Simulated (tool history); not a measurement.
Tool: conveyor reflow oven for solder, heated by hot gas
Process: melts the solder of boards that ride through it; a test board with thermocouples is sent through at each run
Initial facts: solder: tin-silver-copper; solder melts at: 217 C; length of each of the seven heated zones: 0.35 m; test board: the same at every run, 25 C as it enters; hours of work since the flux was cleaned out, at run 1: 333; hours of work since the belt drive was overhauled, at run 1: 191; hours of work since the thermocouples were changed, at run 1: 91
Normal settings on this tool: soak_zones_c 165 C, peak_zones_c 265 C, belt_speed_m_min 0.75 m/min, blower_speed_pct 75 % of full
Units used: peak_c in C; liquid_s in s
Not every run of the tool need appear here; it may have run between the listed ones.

run   hour  soak_zones_c  peak_zones_c  belt_speed_m_min  blower_speed_pct  hours of work since the flux was cleaned out  hours of work since the belt drive was overhauled  hours of work since the thermocouples were changed  peak_c  liquid_s
  1      0           165           265              0.75                75                                           333                                                191                                                  91   243.4      33.8
      10.1  -- flux residue cleaned out of gas plates and filters
  2   14.1           165           265              0.75                75                                             2                                                196                                                  96   246.1      35.7
  3   23.1           165           265              0.75                63                                             7                                                201                                                 101   240.7      31.3
  4   28.9           165           265              0.64                75                                            10                                                205                                                 104   250.9      46.6
  5   38.8           165           265              0.64                75                                            16                                                210                                                 110   251.6      46.5
  6   47.6           165           265              0.64                75                                            21                                                215                                                 114   249.8      46.2
  7   54.5           165           265              0.64                75                                            24                                                219                                                 118   250.6        46
  8   63.4           165           265              0.64                75                                            29                                                223                                                 123   250.3      46.4
  9   70.6           151           263             0.741                65                                            33                                                227                                                 127   237.4      26.4
 10   77.4           151           263             0.741                65                                            37                                                231                                                 131   237.8      26.7
 11   84.8           159           263             0.872                75                                            41                                                235                                                 135     237      22.6
 12   93.9           170           265              0.75                64                                            46                                                240                                                 140   242.8      33.1
 13  106.3           170           265             0.666                63                                            53                                                247                                                 147   245.8      40.9
 14    115           163           265             0.667                75                                            57                                                252                                                 151   248.9      42.3
 15  123.5           173           265             0.667                75                                            62                                                256                                                 156   249.7      46.4
 16  132.6           152           279             0.778                73                                            67                                                261                                                 161   252.1      34.7

Each row is a separate what-if for the run after 16, all from the same tool condition, not one after another. Results?
  A  138.5           159           265              0.75                73                                            70                                                265                                                 164       ?         ?
  B  138.5           165           265             0.715                83                                            70                                                265                                                 164       ?         ?
  C  138.5           152           279             0.892                66                                            70                                                265                                                 164       ?         ?
  D  138.5           165           265               0.7                75                                            70                                                265                                                 164       ?         ?
  E  138.5           156           267             0.627                73                                            70                                                265                                                 164       ?         ?

run  peak_c  liquid_s
  A   243.4      32.5
  B   250.5      40.8
  C   241.7        23
  D   247.7      39.3
  E   250.4      45.1
With no hidden state in the tool, these same runs would have given:
run  peak_c  liquid_s
  A   243.9      32.8
  B   250.9      41.1
  C   242.3      23.4
  D   248.1      39.5
  E   250.8      45.3

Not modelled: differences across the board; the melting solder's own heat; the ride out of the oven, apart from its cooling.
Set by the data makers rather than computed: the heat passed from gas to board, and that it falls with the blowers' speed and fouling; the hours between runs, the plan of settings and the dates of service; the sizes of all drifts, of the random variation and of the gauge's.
